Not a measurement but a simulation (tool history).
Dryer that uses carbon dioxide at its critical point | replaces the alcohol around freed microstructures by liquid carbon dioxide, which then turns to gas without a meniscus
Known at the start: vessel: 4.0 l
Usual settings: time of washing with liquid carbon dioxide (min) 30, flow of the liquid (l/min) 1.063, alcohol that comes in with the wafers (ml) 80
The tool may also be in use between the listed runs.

| run | day | time of washing with liquid carbon dioxide (min) | flow of the liquid (l/min) | alcohol that comes in with the wafers (ml) | alcohol left in the vessel before it's heated (ppm by volume) |
|---|---|---|---|---|---|
| 1 | 0.000 | 30 | 1.063 | 80 | 96 |
| 2 | 0.388 | 30 | 1.063 | 80 | 114 |
| 3 | 0.788 | 30 | 1.063 | 80 | 106 |
| 4 | 1.192 | 30 | 1.063 | 80 | 111 |
| 5 | 1.588 | 30 | 1.063 | 80 | 107 |
| 6 | 1.792 | 30 | 1.063 | 80 | 129 |
| 7 | 2.092 | 30 | 1.063 | 80 | 123 |
| 8 | 2.488 | 30 | 1.063 | 80 | 122 |
| 9 | 2.667 | 30 | 1.700 | 80 | 103 |
| 10 | 2.842 | 30 | 1.700 | 80 | 104 |
| 11 | 3.029 | 34 | 1.063 | 80 | 116 |
| 12 | 3.258 | 34 | 1.063 | 80 | 107 |
| 13 | 3.492 | 30 | 1.063 | 80 | 134 |
| 14 | 3.667 | 30 | 1.063 | 80 | 120 |
| 15 | 3.862 | 30 | 1.063 | 80 | 125 |
| 16 | 4.046 | 30 | 1.490 | 80 | 107 |
| 17 | 4.246 | 30 | 1.063 | 80 | 129 |
| 18 | 4.417 | 30 | 1.063 | 41 | 124 |
| 19 | 4.733 | 30 | 1.063 | 41 | 118 |
| 20 | 5.012 | 30 | 1.063 | 41 | 130 |
| 21 | 5.362 | 30 | 1.063 | 41 | 132 |
| 22 | 5.708 | 30 | 1.063 | 75 | 134 |
| 23 | 5.958 | 30 | 1.063 | 75 | 134 |
| 24 | 6.254 | 30 | 0.940 | 75 | 174 |
| 25 | 6.608 | 30 | 0.940 | 75 | 174 |
| 26 | 6.908 | 19 | 0.940 | 75 | 558 |
| 27 | 7.096 | 37 | 1.030 | 21 | 128 |
| 28 | 7.296 | 37 | 1.030 | 21 | 137 |
| 29 | 7.529 | 37 | 1.030 | 21 | 137 |
| 30 | 7.850 | 37 | 1.030 | 21 | 132 |
| 31 | 8.208 | 37 | 1.030 | 59 | 136 |
| 32 | 8.425 | 32 | 0.900 | 103 | 200 |
| 33 | 8.621 | 32 | 0.900 | 103 | 205 |
| 34 | 8.962 | 20 | 0.900 | 42 | 381 |
| 35 | 9.200 | 20 | 0.900 | 42 | 365 |
| 36 | 9.538 | 30 | 0.940 | 71 | 185 |
| 37 | 9.758 | 29 | 0.940 | 42 | 166 |
| 38 | 9.992 | 39 | 1.160 | 44 | 142 |
|  | 10.171 | inlet filter changed |
| 39 | 10.300 | 21 | 1.500 | 57 | 152 |
| 40 | 10.546 | 21 | 1.500 | 57 | 158 |
| 41 | 10.762 | 30 | 1.063 | 50 | 153 |
| 42 | 10.983 | 23 | 1.360 | 117 | 165 |
| 43 | 11.362 | 37 | 0.710 | 29 | 175 |
| 44 | 11.546 | 19 | 1.540 | 27 | 159 |
| 45 | 11.858 | 24 | 1.490 | 24 | 158 |
| 46 | 12.050 | 24 | 1.490 | 24 | 145 |

Measured less the same run without the tool's hidden state. The same run-to-run variation is in both; the gauge's scatter may not be:
The hidden state here: flow that reaches the vessel past the clogged filter, %; alcohol in the recycled carbon dioxide, ppm; drift of the gauge itself on alcohol_ppm, %.
| run | alcohol left in the vessel before it's heated (ppm by volume) |
|---|---|
| 1 | +90 |
| 2 | +93 |
| 3 | +93 |
| 4 | +97 |
| 5 | +98 |
| 6 | +98 |
| 7 | +103 |
| 8 | +104 |
| 9 | +99 |
| 10 | +100 |
| 11 | +103 |
| 12 | +102 |
| 13 | +109 |
| 14 | +108 |
| 15 | +109 |
| 16 | +107 |
| 17 | +111 |
| 18 | +112 |
| 19 | +113 |
| 20 | +117 |
| 21 | +117 |
| 22 | +123 |
| 23 | +122 |
| 24 | +135 |
| 25 | +134 |
| 26 | +231 |
| 27 | +121 |
| 28 | +123 |
| 29 | +125 |
| 30 | +125 |
| 31 | +127 |
| 32 | +155 |
| 33 | +156 |
| 34 | +200 |
| 35 | +195 |
| 36 | +154 |
| 37 | +147 |
| 38 | +133 |
| 39 | +137 |
| 40 | +138 |
| 41 | +144 |
| 42 | +139 |
| 43 | +147 |
| 44 | +144 |
| 45 | +145 |
| 46 | +145 |
